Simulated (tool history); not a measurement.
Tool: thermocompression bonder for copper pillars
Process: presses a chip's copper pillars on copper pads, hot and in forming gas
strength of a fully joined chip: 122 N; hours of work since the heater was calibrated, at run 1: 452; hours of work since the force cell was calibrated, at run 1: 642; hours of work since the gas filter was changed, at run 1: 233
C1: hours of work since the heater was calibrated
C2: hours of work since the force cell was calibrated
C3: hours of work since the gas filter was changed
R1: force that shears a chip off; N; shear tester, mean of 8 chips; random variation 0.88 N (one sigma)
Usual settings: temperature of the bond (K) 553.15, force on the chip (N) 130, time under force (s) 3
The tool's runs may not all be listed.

Run 1, day 0: usual settings; C1 452; C2 642; C3 233. Result: R1 65.4 N.
Run 2, day 1.483: usual settings but temperature of the bond (K) 573.15; C1 472; C2 662; C3 254. Result: R1 79.5 N.
Run 3, day 2.854: usual settings but temperature of the bond (K) 573.15; C1 491; C2 681; C3 272. Result: R1 77.6 N.
At day 3.112: forming gas filter changed.
Run 4, day 5.217: usual settings but force on the chip (N) 99; C1 523; C2 713; C3 29. Result: R1 55.2 N.
Run 5, day 7.683: usual settings but force on the chip (N) 99; C1 556; C2 747; C3 62. Result: R1 54.1 N.
Run 6, day 10.433: usual settings but force on the chip (N) 99; C1 594; C2 784; C3 100. Result: R1 53.8 N.
At day 11.167: heater calibrated with a thermocouple chip.
Run 7, day 11.825: usual settings but force on the chip (N) 99; C1 9; C2 802; C3 118. Result: R1 62.5 N.
Run 8, day 14.096: usual settings but force on the chip (N) 99; C1 40; C2 833; C3 149. Result: R1 61.1 N.
Run 9, day 16.567: usual settings but force on the chip (N) 99; C1 74; C2 867; C3 183. Result: R1 60.9 N.
Run 10, day 18.929: usual settings but force on the chip (N) 99; C1 106; C2 899; C3 215. Result: R1 60.6 N.
Run 11, day 21.283: usual settings but force on the chip (N) 99; C1 138; C2 931; C3 247. Result: R1 58.7 N.
Run 12, day 22.55: usual settings but force on the chip (N) 99; C1 155; C2 949; C3 264. Result: R1 58.2 N.
At day 23.396: forming gas filter changed.
Run 13, day 23.946: usual settings but force on the chip (N) 99; C1 174; C2 967; C3 7. Result: R1 59.9 N.
Run 14, day 26.042: usual settings; C1 203; C2 996; C3 36. Result: R1 72.4 N.
Run 15, day 27.688: usual settings; C1 225; C2 1019; C3 59. Result: R1 71.4 N.
At day 29.342: force cell calibrated.
Run 16, day 30.392: usual settings; C1 261; C2 14; C3 95. Result: R1 70.1 N.
Run 17, day 31.942: usual settings; C1 283; C2 35; C3 116. Result: R1 68.8 N.
Run 18, day 33.267: usual settings but temperature of the bond (K) 571.15; C1 301; C2 54; C3 134. Result: R1 80.9 N.
Run 19, day 35.496: usual settings but temperature of the bond (K) 571.15; C1 331; C2 84; C3 164. Result: R1 79.9 N.
Run 20, day 36.704: usual settings but temperature of the bond (K) 562.15, force on the chip (N) 145, time under force (s) 4; C1 348; C2 101; C3 181. Result: R1 83.5 N.
Run 21, day 38.888: usual settings but temperature of the bond (K) 562.15, force on the chip (N) 145, time under force (s) 4; C1 378; C2 130; C3 211. Result: R1 84.8 N.
Run 22, day 41.133: usual settings but temperature of the bond (K) 562.15, force on the chip (N) 145, time under force (s) 4; C1 408; C2 161; C3 241. Result: R1 82.5 N.
Run 23, day 43.108: usual settings but temperature of the bond (K) 563.15, force on the chip (N) 141; C1 435; C2 188; C3 268. Result: R1 76.1 N.
At day 43.688: forming gas filter changed.
Run 24, day 44.642: usual settings but temperature of the bond (K) 563.15, force on the chip (N) 141; C1 456; C2 209; C3 13. Result: R1 78.4 N.
Run 25, day 45.85: usual settings but time under force (s) 7; C1 472; C2 225; C3 30. Result: R1 85.2 N.

Forecast run 26:
Run 26, day 47.292: usual settings but temperature of the bond (K) 576.15, force on the chip (N) 83, time under force (s) 4; C1 492; C2 245; C3 49. Result: R1 ?.

Run 26 gave R1 66.3 N.
Without the tool's hidden state the same run would have given R1 71.7 N.
